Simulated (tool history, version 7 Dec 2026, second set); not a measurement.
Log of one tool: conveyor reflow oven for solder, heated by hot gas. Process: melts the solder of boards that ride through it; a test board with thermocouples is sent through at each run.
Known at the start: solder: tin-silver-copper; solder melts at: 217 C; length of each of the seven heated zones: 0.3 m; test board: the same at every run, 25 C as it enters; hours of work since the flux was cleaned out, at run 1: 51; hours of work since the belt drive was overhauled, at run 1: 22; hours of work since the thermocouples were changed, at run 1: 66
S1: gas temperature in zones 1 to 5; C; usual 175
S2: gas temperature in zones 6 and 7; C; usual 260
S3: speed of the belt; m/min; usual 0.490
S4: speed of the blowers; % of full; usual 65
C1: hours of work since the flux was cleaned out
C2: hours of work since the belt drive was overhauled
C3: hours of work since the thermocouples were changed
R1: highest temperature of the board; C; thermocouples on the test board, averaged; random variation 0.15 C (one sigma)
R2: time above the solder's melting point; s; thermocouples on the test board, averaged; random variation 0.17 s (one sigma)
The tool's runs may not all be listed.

run     day   S1   S2     S3  S4   C1   C2   C3     R1    R2
  1   0.000  175  260  0.490  65   51   22   66  244.5  49.3
  2   0.871  175  260  0.490  90   60   31   74  248.2  53.5
  3   1.592  175  260  0.490  90   67   38   81  247.9  53.0
  4   2.471  175  260  0.490  65   75   47   90  244.5  49.3
  5   3.446  175  260  0.490  65   85   56   99  244.5  49.1
  6   4.042  175  260  0.490  65   91   62  105  244.7  49.0
  7   5.008  175  260  0.470  65  100   71  115  245.6  52.8
  8   6.071  175  260  0.470  90  110   82  125  248.9  56.5
  9   6.646  175  272  0.490  65  116   87  131  254.7  56.4
 10   7.212  175  253  0.490  65  122   93  136  238.2  43.8
 11   8.146  175  253  0.490  65  131  102  145  238.4  43.7
 12   8.725  175  251  0.490  63  136  107  151  236.6  41.2
 13   9.454  175  251  0.490  63  143  114  158  236.3  41.2
 14  10.325  179  265  0.433  65  152  123  166  252.8  65.4
 15  11.196  175  260  0.490  78  160  131  175  246.2  51.9
 16  11.954  175  260  0.490  78  168  139  182  246.7  51.6
 17  12.504  173  260  0.490  59  173  144  187  243.0  46.7
 18  13.117  177  250  0.484  71  179  150  193  237.5  44.6
 19  14.217  188  259  0.509  69  190  161  204  245.6  53.4

The next listed run, before its measurement:
 20  14.862  175  260  0.497  65  196  167  210   ?   ?

{"run 20": {"R1": 244.1, "R2": 47.6}}
Without the tool's hidden state the same run would have given R1 244.1 C, R2 47.7 s.
